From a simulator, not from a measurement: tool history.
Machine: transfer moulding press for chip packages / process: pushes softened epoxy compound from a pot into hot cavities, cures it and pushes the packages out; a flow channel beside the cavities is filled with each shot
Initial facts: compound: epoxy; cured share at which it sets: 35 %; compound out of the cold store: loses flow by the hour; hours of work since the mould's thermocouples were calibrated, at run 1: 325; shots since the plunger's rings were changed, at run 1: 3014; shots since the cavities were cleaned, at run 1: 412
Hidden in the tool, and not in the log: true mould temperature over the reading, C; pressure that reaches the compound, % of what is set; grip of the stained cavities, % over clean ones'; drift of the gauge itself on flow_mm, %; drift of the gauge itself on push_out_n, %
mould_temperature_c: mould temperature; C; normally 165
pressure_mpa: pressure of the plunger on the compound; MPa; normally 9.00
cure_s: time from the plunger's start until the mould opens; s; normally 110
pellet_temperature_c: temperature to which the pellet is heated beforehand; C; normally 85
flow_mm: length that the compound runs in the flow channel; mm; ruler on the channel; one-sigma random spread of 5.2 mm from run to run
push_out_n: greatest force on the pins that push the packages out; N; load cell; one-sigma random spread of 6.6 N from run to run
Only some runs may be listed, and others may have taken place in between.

run,hour,mould_temperature_c,pressure_mpa,cure_s,pellet_temperature_c,hours of work since the mould's thermocouples were calibrated,shots since the plunger's rings were changed,shots since the cavities were cleaned,incoming compound's hours out of the cold store,flow_mm,push_out_n
1,0.0,165,9.00,110,85,325,3014,412,18.4,554,257
# hour 36.1: cavities cleaned with cleaning compound and waxed
2,38.4,165,9.56,110,85,349,3409,25,29.9,556,253
3,84.2,165,9.00,110,93,380,3900,516,43.0,526,261
# hour 108.4: cavities cleaned with cleaning compound and waxed
4,128.0,165,9.00,110,85,409,4353,210,10.2,595,256
5,148.8,165,9.00,110,85,423,4576,433,16.2,564,264
6,169.1,165,9.00,110,85,436,4793,650,21.9,556,262
# hour 181.8: cavities cleaned with cleaning compound and waxed
7,209.1,165,9.00,110,85,462,5206,293,20.4,557,265
8,246.2,165,9.00,110,85,487,5604,691,32.8,530,260
# hour 253.1: cavities cleaned with cleaning compound and waxed
9,278.0,165,10.90,110,85,508,5928,267,22.8,601,251
10,308.8,165,10.90,110,85,528,6259,598,27.6,605,270
# hour 325.4: cavities cleaned with cleaning compound and waxed
# hour 334.9: plunger's sealing rings changed
11,336.5,160,9.00,107,85,544,17,92,23.2,561,303
12,374.2,160,9.00,107,85,570,421,496,29.7,546,307

What if the next run were any one of these 5? Each begins from the tool's condition after run 12:
# hour 398.8: cavities cleaned with cleaning compound and waxed
A,402.5,165,9.00,117,85,588,708,39,8.8,?,?
# hour 398.8: cavities cleaned with cleaning compound and waxed
B,402.5,173,9.00,107,81,588,708,39,17.5,?,?
# hour 398.8: cavities cleaned with cleaning compound and waxed
C,402.5,165,7.77,94,85,588,708,39,30.5,?,?
# hour 398.8: cavities cleaned with cleaning compound and waxed
D,402.5,165,9.00,110,93,588,708,39,27.9,?,?
# hour 398.8: cavities cleaned with cleaning compound and waxed
E,402.5,165,9.00,121,80,588,708,39,17.2,?,?

run,flow_mm,push_out_n
A,578,252
B,548,247
C,500,290
D,542,252
E,567,250
Stripped of hidden state, with their random variation kept, the same runs would have yielded:
run,flow_mm,push_out_n
A,579,251
B,549,247
C,500,289
D,542,251
E,567,249
